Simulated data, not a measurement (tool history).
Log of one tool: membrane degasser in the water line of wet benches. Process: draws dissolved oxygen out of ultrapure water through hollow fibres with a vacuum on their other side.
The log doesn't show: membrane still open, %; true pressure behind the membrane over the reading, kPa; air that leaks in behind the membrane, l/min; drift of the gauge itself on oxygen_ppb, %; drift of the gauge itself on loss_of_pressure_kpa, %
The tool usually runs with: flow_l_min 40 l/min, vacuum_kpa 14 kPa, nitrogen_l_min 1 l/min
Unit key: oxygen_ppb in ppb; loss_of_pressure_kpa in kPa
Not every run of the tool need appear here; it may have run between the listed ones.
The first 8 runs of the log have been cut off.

| run | hour | flow_l_min | vacuum_kpa | nitrogen_l_min | hours since the membrane was changed | hours since the vacuum gauge was calibrated | hours since the vacuum lines were made tight | oxygen_ppb | loss_of_pressure_kpa |
|---|---|---|---|---|---|---|---|---|---|
| 9 | 1403.9 | 40 | 14 | 1 | 8478 | 5027 | 5027 | 837.4 | 68.17 |
| 10 | 1618.9 | 40 | 14 | 1 | 8693 | 5242 | 5242 | 837.9 | 69.35 |
|  | 1723.4 | vacuum gauge calibrated |
| 11 | 1862.7 | 40 | 13.7 | 1 | 8936 | 139 | 5486 | 812 | 69.03 |
| 12 | 2037.8 | 40 | 13.7 | 1 | 9111 | 314 | 5661 | 811.8 | 68.53 |
| 13 | 2151.7 | 40 | 13.7 | 1 | 9225 | 428 | 5775 | 813.3 | 68.89 |
| 14 | 2317.4 | 40 | 13.7 | 1 | 9391 | 594 | 5940 | 811.6 | 68.84 |
| 15 | 2424.8 | 40 | 13.7 | 1 | 9498 | 701 | 6048 | 811 | 68.89 |
| 16 | 2626.4 | 40 | 13.7 | 1 | 9700 | 903 | 6249 | 812.2 | 68.4 |
| 17 | 2826.3 | 27 | 14 | 0.61 | 9900 | 1103 | 6449 | 864.4 | 46.17 |
| 18 | 3028.9 | 27 | 14 | 0.61 | 10102 | 1305 | 6652 | 869 | 46.48 |
| 19 | 3246.5 | 55 | 14 | 0.61 | 10320 | 1523 | 6869 | 1476 | 94.93 |
| 20 | 3474.2 | 55 | 14 | 0.65 | 10548 | 1751 | 7097 | 1423.8 | 94.75 |
| 21 | 3657.9 | 40 | 13.5 | 0.41 | 10731 | 1934 | 7281 | 1404.5 | 69.35 |
| 22 | 3843.4 | 44 | 15.3 | 1.94 | 10917 | 2120 | 7466 | 623.2 | 75.71 |
| 23 | 4006.9 | 61 | 14.4 | 2.11 | 11080 | 2283 | 7630 | 811.1 | 105.05 |
| 24 | 4134.1 | 40 | 17.3 | 2.99 | 11208 | 2411 | 7757 | 458.4 | 68.85 |
| 25 | 4249.2 | 40 | 17.3 | 2.99 | 11323 | 2526 | 7872 | 457.8 | 69.37 |
| 26 | 4499.4 | 39 | 25.3 | 0.53 | 11573 | 2776 | 8122 | 2236.8 | 67.56 |
| 27 | 4638.6 | 39 | 25.3 | 0.53 | 11712 | 2915 | 8261 | 2244.1 | 67.93 |
| 28 | 4852.3 | 47 | 17.7 | 1.68 | 11926 | 3129 | 8475 | 866.8 | 81.7 |
| 29 | 4976.8 | 47 | 10 | 1.73 | 12050 | 3253 | 8600 | 458.7 | 81.34 |
| 30 | 5216 | 47 | 10 | 1.73 | 12289 | 3493 | 8839 | 458.7 | 81.35 |
| 31 | 5439.7 | 31 | 10 | 1.6 | 12513 | 3716 | 9062 | 302.4 | 53.62 |
| 32 | 5688 | 40 | 14 | 0.6 | 12761 | 3965 | 9311 | 1174.6 | 69.39 |

What if the next run were any one of these 4? Each begins from the tool's condition after run 32:
| A | 5864 | 48 | 14 | 1 | 12937 | 4141 | 9487 | ? | ? |
| B | 5864 | 28 | 11.2 | 1 | 12937 | 4141 | 9487 | ? | ? |
| C | 5864 | 40 | 14 | 0.54 | 12937 | 4141 | 9487 | ? | ? |
| D | 5864 | 28 | 14 | 0.95 | 12937 | 4141 | 9487 | ? | ? |

| run | oxygen_ppb | loss_of_pressure_kpa |
|---|---|---|
| A | 987.7 | 83.66 |
| B | 470.4 | 48.64 |
| C | 1252.8 | 69.79 |
| D | 642.8 | 48.6 |
What these runs would have given with no unlogged condition in the tool:
| run | oxygen_ppb | loss_of_pressure_kpa |
|---|---|---|
| A | 971.4 | 80.55 |
| B | 461.4 | 46.83 |
| C | 1248.6 | 67.19 |
| D | 632.7 | 46.79 |
